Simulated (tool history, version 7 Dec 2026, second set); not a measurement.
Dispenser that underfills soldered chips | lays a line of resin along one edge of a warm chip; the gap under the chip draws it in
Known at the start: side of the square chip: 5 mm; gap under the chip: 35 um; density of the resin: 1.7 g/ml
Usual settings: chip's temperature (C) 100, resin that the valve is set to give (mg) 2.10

run,hour,chip's temperature (C),resin that the valve is set to give (mg),time until the resin shows at the far edge (s),resin that the valve gave (mg)
1,0.0,100,2.10,36.2,2.074
2,3.9,100,2.10,40.6,2.059
# hour 6.0: new syringe of resin
# hour 8.1: dispensing valve cleaned and set on the balance
3,8.2,100,2.10,33.7,2.092
4,11.0,100,2.10,37.0,2.095
# hour 16.0: new syringe of resin
5,16.3,100,2.10,33.3,2.090
6,19.8,100,2.10,37.5,2.088
# hour 24.9: new syringe of resin
7,25.5,100,2.10,33.4,2.095
8,30.7,100,2.10,40.1,2.088
# hour 33.7: new syringe of resin
9,35.1,94,2.10,41.7,2.090
10,38.7,100,2.10,38.9,2.074
11,41.1,100,2.10,41.7,2.054
# hour 42.7: new syringe of resin
12,46.6,100,2.10,37.6,2.052
13,49.0,108,2.10,31.5,2.065
# hour 51.8: new syringe of resin
14,52.9,108,2.10,26.0,2.065
15,55.3,108,2.10,29.0,2.073
# hour 60.8: new syringe of resin
16,61.1,100,2.10,32.9,2.050
17,65.4,95,2.10,45.5,2.047
# hour 70.0: new syringe of resin
18,70.2,96,1.94,37.3,1.882
# hour 71.7: dispensing valve cleaned and set on the balance
19,75.3,96,1.94,43.4,1.940
20,79.3,114,1.94,27.9,1.950
# hour 79.9: new syringe of resin
21,82.1,104,2.40,30.3,2.394
22,86.1,108,2.32,29.4,2.322
# hour 88.8: new syringe of resin
23,90.5,94,2.39,39.5,2.378
24,95.1,100,2.25,38.7,2.231
# hour 97.5: new syringe of resin
25,99.2,100,2.59,32.5,2.580
26,103.0,97,2.09,42.1,2.071
# hour 106.3: new syringe of resin
27,106.3,112,2.54,22.0,2.500
28,111.7,105,2.54,32.5,2.526
# hour 115.5: new syringe of resin
29,117.4,88,1.82,55.3,1.795
30,120.6,88,1.82,60.3,1.787
31,123.7,109,2.40,31.2,2.356
# hour 124.3: new syringe of resin
32,128.1,109,2.40,26.8,2.347
33,132.6,88,2.54,61.2,2.481

Forecast run 34:
# hour 133.2: new syringe of resin
# hour 135.2: dispensing valve cleaned and set on the balance
34,137.3,109,2.42,?,?

Run 34 gave time until the resin shows at the far edge (s) 26.5, resin that the valve gave (mg) 2.399.
Without the tool's hidden state the same run would have given time until the resin shows at the far edge (s) 24.3, resin that the valve gave (mg) 2.409.
